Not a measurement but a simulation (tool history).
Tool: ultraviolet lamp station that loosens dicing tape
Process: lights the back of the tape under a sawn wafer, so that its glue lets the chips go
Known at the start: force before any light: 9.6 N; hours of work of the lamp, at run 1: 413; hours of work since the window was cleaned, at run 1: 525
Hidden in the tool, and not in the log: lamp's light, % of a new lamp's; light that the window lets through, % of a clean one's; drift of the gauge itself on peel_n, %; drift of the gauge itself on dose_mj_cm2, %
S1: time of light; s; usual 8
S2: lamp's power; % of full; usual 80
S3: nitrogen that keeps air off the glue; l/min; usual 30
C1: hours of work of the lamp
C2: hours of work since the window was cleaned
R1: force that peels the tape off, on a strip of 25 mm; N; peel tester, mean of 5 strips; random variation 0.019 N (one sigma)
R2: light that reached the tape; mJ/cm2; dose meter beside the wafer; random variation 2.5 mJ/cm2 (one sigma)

run 1 hour=0.0 | S1=8 S2=80 S3=30 | C1=413 C2=525 | R1=1.344 R2=264
run 2 hour=38.3 | S1=8 S2=80 S3=21 | C1=433 C2=544 | R1=1.646 R2=258
-- hour=50.9 window cleaned of glue's vapour
run 3 hour=76.3 | S1=8 S2=80 S3=21 | C1=452 C2=13 | R1=1.868 R2=242
run 4 hour=99.5 | S1=5 S2=80 S3=30 | C1=463 C2=25 | R1=2.992 R2=151
run 5 hour=148.8 | S1=5 S2=80 S3=30 | C1=488 C2=50 | R1=2.918 R2=149
-- hour=189.5 window cleaned of glue's vapour, once more
run 6 hour=197.4 | S1=8 S2=80 S3=30 | C1=513 C2=4 | R1=1.108 R2=289
run 7 hour=222.2 | S1=8 S2=80 S3=30 | C1=525 C2=17 | R1=1.117 R2=288
run 8 hour=257.8 | S1=8 S2=80 S3=30 | C1=543 C2=35 | R1=1.115 R2=287
run 9 hour=290.5 | S1=5 S2=75 S3=31 | C1=560 C2=51 | R1=2.562 R2=163
run 10 hour=325.1 | S1=5 S2=75 S3=31 | C1=577 C2=69 | R1=2.674 R2=160
run 11 hour=366.9 | S1=10 S2=75 S3=16 | C1=599 C2=90 | R1=1.356 R2=333
run 12 hour=411.0 | S1=8 S2=75 S3=16 | C1=621 C2=112 | R1=1.930 R2=262
run 13 hour=446.6 | S1=10 S2=80 S3=12 | C1=639 C2=130 | R1=1.440 R2=343
run 14 hour=488.2 | S1=10 S2=80 S3=12 | C1=660 C2=151 | R1=1.436 R2=342
run 15 hour=512.0 | S1=7 S2=80 S3=27 | C1=672 C2=163 | R1=1.666 R2=239

Forecast each of these 3 alternatives for the next run:
run A hour=545.0 | S1=8 S2=80 S3=51 | C1=689 C2=180 | R1=? R2=?
run B hour=545.0 | S1=8 S2=80 S3=49 | C1=689 C2=180 | R1=? R2=?
run C hour=545.0 | S1=7 S2=67 S3=14 | C1=689 C2=180 | R1=? R2=?

run=A R1=0.981 R2=272
run=B R1=0.959 R2=272
run=C R1=2.908 R2=198
Without the tool's hidden state the same runs would have given:
run=A R1=0.718 R2=316
run=B R1=0.702 R2=316
run=C R1=2.418 R2=231
